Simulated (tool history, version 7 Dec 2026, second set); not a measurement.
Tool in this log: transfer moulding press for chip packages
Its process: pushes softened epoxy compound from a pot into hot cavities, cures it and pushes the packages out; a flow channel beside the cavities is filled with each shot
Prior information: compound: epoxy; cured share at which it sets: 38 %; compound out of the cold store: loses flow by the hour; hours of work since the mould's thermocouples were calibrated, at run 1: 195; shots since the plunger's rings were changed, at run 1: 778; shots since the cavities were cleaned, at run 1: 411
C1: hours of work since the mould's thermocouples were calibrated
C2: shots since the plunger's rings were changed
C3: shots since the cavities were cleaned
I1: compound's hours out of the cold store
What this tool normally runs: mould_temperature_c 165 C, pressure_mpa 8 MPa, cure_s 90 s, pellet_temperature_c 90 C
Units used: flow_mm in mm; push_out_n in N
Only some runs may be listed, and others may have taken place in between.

run 1 day=0 | mould_temperature_c=165 pressure_mpa=8 cure_s=90 pellet_temperature_c=90 | C1=195 C2=778 C3=411 | I1=27.7 | flow_mm=605 push_out_n=908
run 2 day=0.562 | mould_temperature_c=165 pressure_mpa=8 cure_s=90 pellet_temperature_c=90 | C1=204 C2=952 C3=585 | I1=32.9 | flow_mm=592 push_out_n=989
-- day=1.104 cavities cleaned with cleaning compound and waxed
run 3 day=1.104 | mould_temperature_c=165 pressure_mpa=8 cure_s=90 pellet_temperature_c=90 | C1=211 C2=1100 C3=0 | I1=14.8 | flow_mm=642 push_out_n=633
run 4 day=1.5 | mould_temperature_c=165 pressure_mpa=8 cure_s=90 pellet_temperature_c=90 | C1=217 C2=1223 C3=123 | I1=18.7 | flow_mm=632 push_out_n=753
run 5 day=2.075 | mould_temperature_c=165 pressure_mpa=8 cure_s=90 pellet_temperature_c=90 | C1=226 C2=1400 C3=300 | I1=27.2 | flow_mm=605 push_out_n=865
run 6 day=2.442 | mould_temperature_c=165 pressure_mpa=8 cure_s=90 pellet_temperature_c=90 | C1=232 C2=1514 C3=414 | I1=44.8 | flow_mm=560 push_out_n=885
run 7 day=2.867 | mould_temperature_c=165 pressure_mpa=8 cure_s=90 pellet_temperature_c=90 | C1=239 C2=1646 C3=546 | I1=24.4 | flow_mm=611 push_out_n=986
run 8 day=3.192 | mould_temperature_c=165 pressure_mpa=8 cure_s=90 pellet_temperature_c=90 | C1=244 C2=1747 C3=647 | I1=12.1 | flow_mm=645 push_out_n=1066
-- day=3.554 cavities cleaned with cleaning compound and waxed
run 9 day=3.758 | mould_temperature_c=165 pressure_mpa=8 cure_s=90 pellet_temperature_c=90 | C1=252 C2=1902 C3=63 | I1=19.8 | flow_mm=626 push_out_n=703
run 10 day=4.079 | mould_temperature_c=165 pressure_mpa=8 cure_s=90 pellet_temperature_c=90 | C1=257 C2=2003 C3=164 | I1=20.4 | flow_mm=624 push_out_n=762
run 11 day=4.504 | mould_temperature_c=165 pressure_mpa=8 cure_s=90 pellet_temperature_c=89 | C1=263 C2=2134 C3=295 | I1=36.8 | flow_mm=579 push_out_n=844
run 12 day=5.079 | mould_temperature_c=165 pressure_mpa=8 cure_s=90 pellet_temperature_c=89 | C1=272 C2=2311 C3=472 | I1=43.6 | flow_mm=561 push_out_n=907
run 13 day=5.517 | mould_temperature_c=166 pressure_mpa=8 cure_s=90 pellet_temperature_c=90 | C1=279 C2=2447 C3=608 | I1=28.9 | flow_mm=596 push_out_n=963
-- day=5.988 cavities cleaned with cleaning compound and waxed
run 14 day=5.988 | mould_temperature_c=166 pressure_mpa=8 cure_s=90 pellet_temperature_c=90 | C1=286 C2=2574 C3=0 | I1=20 | flow_mm=620 push_out_n=620
run 15 day=6.371 | mould_temperature_c=166 pressure_mpa=8 cure_s=90 pellet_temperature_c=90 | C1=292 C2=2692 C3=118 | I1=31.4 | flow_mm=585 push_out_n=703
-- day=6.683 plunger's sealing rings changed
run 16 day=6.842 | mould_temperature_c=166 pressure_mpa=8 cure_s=90 pellet_temperature_c=93 | C1=297 C2=50 C3=232 | I1=43.6 | flow_mm=564 push_out_n=731
run 17 day=7.171 | mould_temperature_c=166 pressure_mpa=8 cure_s=90 pellet_temperature_c=93 | C1=302 C2=151 C3=333 | I1=8.4 | flow_mm=662 push_out_n=847
run 18 day=7.558 | mould_temperature_c=163 pressure_mpa=8.11 cure_s=90 pellet_temperature_c=91 | C1=309 C2=271 C3=453 | I1=21.7 | flow_mm=636 push_out_n=1138
run 19 day=8.088 | mould_temperature_c=165 pressure_mpa=6.99 cure_s=94 pellet_temperature_c=91 | C1=317 C2=435 C3=617 | I1=8.9 | flow_mm=621 push_out_n=982
-- day=8.55 cavities cleaned with cleaning compound and waxed
run 20 day=8.646 | mould_temperature_c=165 pressure_mpa=9.06 cure_s=90 pellet_temperature_c=90 | C1=325 C2=589 C3=30 | I1=42.6 | flow_mm=606 push_out_n=665
run 21 day=9.021 | mould_temperature_c=161 pressure_mpa=9.06 cure_s=90 pellet_temperature_c=81 | C1=330 C2=704 C3=145 | I1=34.1 | flow_mm=643 push_out_n=1117
run 22 day=9.492 | mould_temperature_c=161 pressure_mpa=9.06 cure_s=90 pellet_temperature_c=81 | C1=338 C2=850 C3=291 | I1=35.9 | flow_mm=636 push_out_n=1186
run 23 day=9.796 | mould_temperature_c=172 pressure_mpa=8 cure_s=90 pellet_temperature_c=90 | C1=343 C2=944 C3=385 | I1=40.4 | flow_mm=557 push_out_n=688
run 24 day=10.175 | mould_temperature_c=165 pressure_mpa=9.8 cure_s=90 pellet_temperature_c=96 | C1=348 C2=1062 C3=503 | I1=33.1 | flow_mm=653 push_out_n=953
run 25 day=10.438 | mould_temperature_c=165 pressure_mpa=9.77 cure_s=95 pellet_temperature_c=96 | C1=353 C2=1144 C3=585 | I1=18.7 | flow_mm=698 push_out_n=950
-- day=10.983 cavities cleaned with cleaning compound and waxed
run 26 day=11.021 | mould_temperature_c=158 pressure_mpa=8 cure_s=101 pellet_temperature_c=97 | C1=361 C2=1304 C3=12 | I1=12.8 | flow_mm=670 push_out_n=916
run 27 day=11.483 | mould_temperature_c=166 pressure_mpa=8 cure_s=90 pellet_temperature_c=90 | C1=368 C2=1448 C3=156 | I1=18.4 | flow_mm=630 push_out_n=752
run 28 day=11.85 | mould_temperature_c=165 pressure_mpa=6.04 cure_s=90 pellet_temperature_c=83 | C1=374 C2=1562 C3=270 | I1=28.4 | flow_mm=525 push_out_n=875
run 29 day=12.442 | mould_temperature_c=165 pressure_mpa=6.04 cure_s=90 pellet_temperature_c=83 | C1=383 C2=1744 C3=452 | I1=11.5 | flow_mm=566 push_out_n=1044

Branching from run 29: 3 alternative next runs. What would each branch give?
run A day=12.796 | mould_temperature_c=172 pressure_mpa=6.17 cure_s=90 pellet_temperature_c=90 | C1=388 C2=1853 C3=561 | I1=41.8 | flow_mm=? push_out_n=?
run B day=12.796 | mould_temperature_c=169 pressure_mpa=6.04 cure_s=105 pellet_temperature_c=83 | C1=388 C2=1853 C3=561 | I1=33.5 | flow_mm=? push_out_n=?
run C day=12.796 | mould_temperature_c=168 pressure_mpa=7.56 cure_s=90 pellet_temperature_c=86 | C1=388 C2=1853 C3=561 | I1=27.1 | flow_mm=? push_out_n=?

run=A flow_mm=483 push_out_n=754
run=B flow_mm=503 push_out_n=758
run=C flow_mm=579 push_out_n=902
Take away the tool's hidden state, keep each run's random variation, and the runs would have read:
run=A flow_mm=487 push_out_n=454
run=B flow_mm=507 push_out_n=459
run=C flow_mm=584 push_out_n=530
